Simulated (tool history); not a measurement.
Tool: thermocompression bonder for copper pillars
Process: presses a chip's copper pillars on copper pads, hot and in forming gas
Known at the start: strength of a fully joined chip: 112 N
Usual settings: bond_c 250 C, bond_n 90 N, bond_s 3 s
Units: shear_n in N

Run 1, hour 0: usual settings. Result: shear_n 43.7 N.
Run 2, hour 10.8: usual settings. Result: shear_n 44.5 N.
Run 3, hour 27.8: usual settings. Result: shear_n 43.9 N.
Run 4, hour 43.8: usual settings. Result: shear_n 44.1 N.
Run 5, hour 52.2: usual settings. Result: shear_n 43.7 N.
Run 6, hour 60.2: usual settings. Result: shear_n 43.5 N.
Run 7, hour 69.1: usual settings. Result: shear_n 43.7 N.
Run 8, hour 87.1: usual settings. Result: shear_n 44 N.
Run 9, hour 94.7: usual settings. Result: shear_n 43 N.
Run 10, hour 103.1: usual settings. Result: shear_n 43.4 N.
Run 11, hour 111.3: usual settings but bond_c 263 C. Result: shear_n 51.1 N.
Run 12, hour 128.2: usual settings but bond_c 263 C. Result: shear_n 51.8 N.
Run 13, hour 138.7: usual settings. Result: shear_n 43.2 N.
Run 14, hour 147.5: usual settings but bond_n 61 N. Result: shear_n 33.7 N.
Run 15, hour 162.9: usual settings but bond_n 61 N. Result: shear_n 33.9 N.
Run 16, hour 172.7: usual settings but bond_n 61 N, bond_s 8 s. Result: shear_n 49.9 N.
Run 17, hour 186.6: usual settings. Result: shear_n 43.3 N.
Run 18, hour 203.6: usual settings but bond_n 131 N. Result: shear_n 52.4 N.
Run 19, hour 219.3: usual settings but bond_n 64 N. Result: shear_n 34.7 N.
Run 20, hour 230.9: usual settings but bond_n 64 N. Result: shear_n 35 N.
Run 21, hour 249.8: usual settings but bond_c 259 C, bond_s 5 s. Result: shear_n 56.6 N.
At hour 259.3: forming gas filter changed.
Run 22, hour 261.8: usual settings but bond_c 259 C, bond_s 5 s. Result: shear_n 62 N.
Run 23, hour 277.9: usual settings but bond_n 76 N. Result: shear_n 41.8 N.

The next listed run, before its measurement:
Run 24, hour 286.3: usual settings but bond_n 76 N. Result: shear_n ?.

{"run 24": {"shear_n": 41.6}}
Without the tool's hidden state the same run would have given shear_n 38.2 N.

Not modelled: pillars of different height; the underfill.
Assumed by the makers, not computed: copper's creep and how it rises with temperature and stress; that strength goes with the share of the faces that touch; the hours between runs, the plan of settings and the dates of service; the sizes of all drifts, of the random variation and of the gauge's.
